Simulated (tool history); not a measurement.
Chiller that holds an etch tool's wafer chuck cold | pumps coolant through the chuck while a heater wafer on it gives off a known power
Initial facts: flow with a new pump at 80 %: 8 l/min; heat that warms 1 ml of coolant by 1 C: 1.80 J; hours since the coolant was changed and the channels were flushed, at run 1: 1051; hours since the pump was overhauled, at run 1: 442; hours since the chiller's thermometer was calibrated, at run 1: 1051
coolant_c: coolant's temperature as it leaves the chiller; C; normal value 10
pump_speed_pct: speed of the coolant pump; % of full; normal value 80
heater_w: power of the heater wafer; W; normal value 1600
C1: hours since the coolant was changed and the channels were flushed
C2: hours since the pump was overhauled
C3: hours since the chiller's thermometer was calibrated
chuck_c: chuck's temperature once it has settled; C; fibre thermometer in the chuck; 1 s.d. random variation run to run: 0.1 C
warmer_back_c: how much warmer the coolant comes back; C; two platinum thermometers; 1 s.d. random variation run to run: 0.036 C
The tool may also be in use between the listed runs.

Run 1, hour 0: usual settings; C1 1051; C2 442; C3 1051. Result: chuck_c 21.6 C, warmer_back_c 6.78 C.
Run 2, hour 102: usual settings; C1 1153; C2 544; C3 1153. Result: chuck_c 21.5 C, warmer_back_c 6.81 C.
Run 3, hour 163.7: usual settings but coolant_c 4 C; C1 1215; C2 605; C3 1215. Result: chuck_c 15.5 C, warmer_back_c 6.78 C.
Run 4, hour 237.8: usual settings but coolant_c 4 C; C1 1289; C2 679; C3 1289. Result: chuck_c 15.6 C, warmer_back_c 6.74 C.
At hour 252.7: coolant pump overhauled.
Run 5, hour 340.7: usual settings but coolant_c 4 C; C1 1387; C2 88; C3 1387. Result: chuck_c 15.9 C, warmer_back_c 6.88 C.
Run 6, hour 401.2: usual settings but coolant_c 4 C; C1 1447; C2 149; C3 1447. Result: chuck_c 15.9 C, warmer_back_c 6.87 C.
Run 7, hour 450.6: usual settings; C1 1497; C2 198; C3 1497. Result: chuck_c 21.8 C, warmer_back_c 6.91 C.
Run 8, hour 553.7: usual settings but coolant_c 8 C, pump_speed_pct 62 % of full, heater_w 1066 W; C1 1600; C2 301; C3 1600. Result: chuck_c 17.2 C, warmer_back_c 5.86 C.
Run 9, hour 607.3: usual settings but coolant_c 15 C, pump_speed_pct 63 % of full, heater_w 982 W; C1 1654; C2 355; C3 1654. Result: chuck_c 23.4 C, warmer_back_c 5.32 C.
At hour 621.5: coolant pump overhauled, once more.
Run 10, hour 700.5: usual settings but coolant_c 15 C, pump_speed_pct 63 % of full, heater_w 982 W; C1 1742; C2 79; C3 1742. Result: chuck_c 23.3 C, warmer_back_c 5.18 C.
Run 11, hour 819: usual settings but pump_speed_pct 77 % of full; C1 1860; C2 197; C3 1860. Result: chuck_c 22.2 C, warmer_back_c 6.94 C.
Run 12, hour 937.3: usual settings but pump_speed_pct 77 % of full; C1 1979; C2 316; C3 1979. Result: chuck_c 22 C, warmer_back_c 6.94 C.
Run 13, hour 1038: usual settings but pump_speed_pct 77 % of full, heater_w 1981 W; C1 2079; C2 416; C3 2079. Result: chuck_c 24.8 C, warmer_back_c 8.64 C.

Alternative continuations, all from the tool just after run 13; predict every row:
Run A, hour 1096.3: usual settings but pump_speed_pct 75 % of full, heater_w 2158 W; C1 2138; C2 475; C3 2138. Result: chuck_c ?, warmer_back_c ?.
Run B, hour 1096.3: usual settings but pump_speed_pct 90 % of full, heater_w 864 W; C1 2138; C2 475; C3 2138. Result: chuck_c ?, warmer_back_c ?.
Run C, hour 1096.3: usual settings but pump_speed_pct 77 % of full, heater_w 2353 W; C1 2138; C2 475; C3 2138. Result: chuck_c ?, warmer_back_c ?.
Run D, hour 1096.3: usual settings but pump_speed_pct 77 % of full, heater_w 1862 W; C1 2138; C2 475; C3 2138. Result: chuck_c ?, warmer_back_c ?.
Run E, hour 1096.3: usual settings but heater_w 1813 W; C1 2138; C2 475; C3 2138. Result: chuck_c ?, warmer_back_c ?.

run  chuck_c  warmer_back_c
  A     26.7           9.67
  B     15.8           3.25
  C       28          10.26
  D     24.2           8.16
  E     23.4           7.65
Had the tool no hidden state, the same runs would have come out as:
run  chuck_c  warmer_back_c
  A     25.6           9.59
  B     15.6           3.22
  C     26.8          10.17
  D     23.4           8.09
  E     22.6           7.58
